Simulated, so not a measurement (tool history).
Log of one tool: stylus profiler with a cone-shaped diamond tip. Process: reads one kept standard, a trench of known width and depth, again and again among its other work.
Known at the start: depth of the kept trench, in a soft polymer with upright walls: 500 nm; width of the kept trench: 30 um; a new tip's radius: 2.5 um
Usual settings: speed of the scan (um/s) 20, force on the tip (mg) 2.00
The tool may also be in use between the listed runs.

run,hour,speed of the scan (um/s),force on the tip (mg),depth of the trench (Å),width of the trench's floor (um)
1,0.0,20,2.00,5057.9,26.50
2,23.8,20,2.00,5059.4,26.50
3,47.3,20,2.00,5058.5,26.55
4,69.7,20,2.00,5056.8,26.46
5,87.4,20,2.00,5059.6,26.47
6,105.9,20,2.00,5059.2,26.49
7,135.8,20,3.45,5083.9,26.42
8,158.1,20,3.45,5085.3,26.46
9,174.0,20,3.45,5083.3,26.40
10,188.0,20,2.00,5055.9,26.42
11,203.3,20,2.00,5057.1,26.43
12,223.6,8,2.00,5057.5,26.45
13,249.5,8,2.89,5073.6,26.46
14,267.8,14,2.00,5056.3,26.40
15,287.5,14,2.00,5053.2,26.39
16,304.6,20,2.00,5056.4,26.37
17,323.1,20,2.00,5056.2,26.36
18,351.4,20,2.00,5055.2,26.36
19,381.7,20,2.00,5055.1,26.32
20,395.4,43,3.30,5079.8,26.23
21,421.9,14,1.41,5040.3,26.29
22,451.5,15,5.99,5123.3,26.31
23,477.1,15,5.99,5127.0,26.34
24,495.4,5,5.29,5114.0,26.28
25,526.3,5,5.29,5112.6,26.30
26,554.0,59,2.00,5052.6,26.15
27,582.9,54,1.63,5042.2,26.17
28,597.8,54,1.63,5042.4,26.13
29,616.3,54,1.63,5044.1,26.09
30,632.3,5,1.48,5036.6,26.23
31,646.6,5,1.48,5037.4,26.27
32,676.7,32,1.56,5039.0,26.18
33,697.6,6,1.56,5041.4,26.20
34,729.8,6,1.56,5041.9,26.20
35,757.2,6,1.56,5041.4,26.18
36,772.3,6,0.93,5023.5,26.16
37,804.5,31,0.76,5018.2,26.05

Measured less the same run without the tool's hidden state. The same run-to-run variation is in both; the gauge's scatter may not be:
The hidden state here: radius of the tip, um; height scale over the true one, %; drift of the gauge itself on depth_nm, %; drift of the gauge itself on floor_um, %.
run,depth of the trench (Å),width of the trench's floor (um)
1,-7.1,-0.44
2,-7.4,-0.46
3,-7.6,-0.47
4,-7.8,-0.48
5,-8.0,-0.48
6,-8.3,-0.50
7,-8.7,-0.51
8,-8.9,-0.52
9,-9.1,-0.53
10,-9.2,-0.54
11,-9.4,-0.54
12,-9.6,-0.56
13,-10.0,-0.57
14,-10.1,-0.57
15,-10.4,-0.58
16,-10.6,-0.59
17,-10.8,-0.60
18,-11.1,-0.62
19,-11.5,-0.63
20,-11.7,-0.64
21,-11.9,-0.65
22,-12.4,-0.66
23,-12.7,-0.67
24,-12.9,-0.68
25,-13.3,-0.69
26,-13.4,-0.71
27,-13.8,-0.72
28,-14.0,-0.74
29,-14.2,-0.74
30,-14.3,-0.75
31,-14.5,-0.76
32,-14.8,-0.77
33,-15.1,-0.78
34,-15.4,-0.79
35,-15.7,-0.80
36,-15.8,-0.81
37,-16.2,-0.82
